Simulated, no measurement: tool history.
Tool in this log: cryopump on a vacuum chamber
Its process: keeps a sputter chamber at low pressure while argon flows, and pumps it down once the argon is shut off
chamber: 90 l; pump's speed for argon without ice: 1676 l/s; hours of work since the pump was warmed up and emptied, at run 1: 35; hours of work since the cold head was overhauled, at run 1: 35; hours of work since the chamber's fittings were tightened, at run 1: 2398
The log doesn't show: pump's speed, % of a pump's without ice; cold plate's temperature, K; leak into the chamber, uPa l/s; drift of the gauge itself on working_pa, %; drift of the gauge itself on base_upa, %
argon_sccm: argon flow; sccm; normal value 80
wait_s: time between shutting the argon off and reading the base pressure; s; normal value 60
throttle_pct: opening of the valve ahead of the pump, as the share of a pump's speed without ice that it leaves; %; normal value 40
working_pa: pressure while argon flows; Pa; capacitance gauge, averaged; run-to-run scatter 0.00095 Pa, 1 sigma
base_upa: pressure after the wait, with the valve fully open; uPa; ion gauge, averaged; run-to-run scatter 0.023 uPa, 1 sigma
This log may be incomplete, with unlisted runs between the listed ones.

| run | hour | argon_sccm | wait_s | throttle_pct | hours of work since the pump was warmed up and emptied | hours of work since the cold head was overhauled | hours of work since the chamber's fittings were tightened | working_pa | base_upa |
|---|---|---|---|---|---|---|---|---|---|
| 1 | 0.0 | 80 | 60 | 40 | 35 | 35 | 2398 | 0.2031 | 1.06 |
| 2 | 11.4 | 80 | 60 | 40 | 40 | 40 | 2404 | 0.2028 | 1.06 |
| 3 | 20.5 | 80 | 60 | 40 | 45 | 45 | 2408 | 0.2048 | 1.03 |
| 4 | 32.8 | 80 | 60 | 40 | 50 | 50 | 2413 | 0.2049 | 1.04 |
| 5 | 44.0 | 80 | 60 | 40 | 55 | 55 | 2418 | 0.2049 | 1.06 |
| 6 | 56.6 | 80 | 60 | 40 | 61 | 61 | 2424 | 0.2040 | 1.06 |
| 7 | 68.8 | 123 | 60 | 40 | 66 | 66 | 2429 | 0.3149 | 1.07 |
| 8 | 83.4 | 123 | 60 | 40 | 73 | 73 | 2436 | 0.3161 | 1.04 |
| 9 | 95.8 | 56 | 60 | 40 | 78 | 78 | 2441 | 0.1426 | 1.06 |
| 10 | 111.7 | 56 | 60 | 40 | 85 | 85 | 2448 | 0.1437 | 1.07 |
| 11 | 125.8 | 56 | 60 | 40 | 92 | 92 | 2455 | 0.1445 | 1.03 |
| 12 | 132.6 | 159 | 22 | 58 | 95 | 95 | 2458 | 0.2858 | 2.12 |
| 13 | 139.5 | 80 | 197 | 53 | 98 | 98 | 2461 | 0.1544 | 0.63 |
| 14 | 148.3 | 80 | 197 | 53 | 102 | 102 | 2465 | 0.1563 | 0.57 |
| 15 | 159.3 | 80 | 197 | 53 | 107 | 107 | 2470 | 0.1589 | 0.62 |
| 16 | 174.5 | 85 | 275 | 40 | 113 | 113 | 2477 | 0.2195 | 0.57 |
| 17 | 189.1 | 85 | 134 | 32 | 120 | 120 | 2483 | 0.2766 | 0.66 |
| 18 | 198.3 | 34 | 250 | 32 | 124 | 124 | 2487 | 0.1094 | 0.60 |
| 19 | 213.0 | 36 | 250 | 31 | 131 | 131 | 2494 | 0.1197 | 0.58 |
| 20 | 229.2 | 36 | 250 | 31 | 138 | 138 | 2501 | 0.1206 | 0.60 |
| 21 | 239.3 | 80 | 43 | 40 | 142 | 142 | 2506 | 0.2097 | 1.32 |

4 options for the next run, each taken on its own from the tool as it stands now. Forecast them:
| A | 248.6 | 110 | 23 | 43 | 147 | 147 | 2510 | ? | ? |
| B | 248.6 | 150 | 60 | 40 | 147 | 147 | 2510 | ? | ? |
| C | 248.6 | 80 | 71 | 40 | 147 | 147 | 2510 | ? | ? |
| D | 248.6 | 80 | 117 | 40 | 147 | 147 | 2510 | ? | ? |

| run | working_pa | base_upa |
|---|---|---|
| A | 0.2658 | 2.16 |
| B | 0.3909 | 1.06 |
| C | 0.2087 | 0.98 |
| D | 0.2081 | 0.79 |
The same runs, with their run-to-run variation unchanged, on a tool lacking any hidden condition would have given:
| run | working_pa | base_upa |
|---|---|---|
| A | 0.2564 | 1.90 |
| B | 0.3779 | 0.80 |
| C | 0.2018 | 0.72 |
| D | 0.2012 | 0.53 |

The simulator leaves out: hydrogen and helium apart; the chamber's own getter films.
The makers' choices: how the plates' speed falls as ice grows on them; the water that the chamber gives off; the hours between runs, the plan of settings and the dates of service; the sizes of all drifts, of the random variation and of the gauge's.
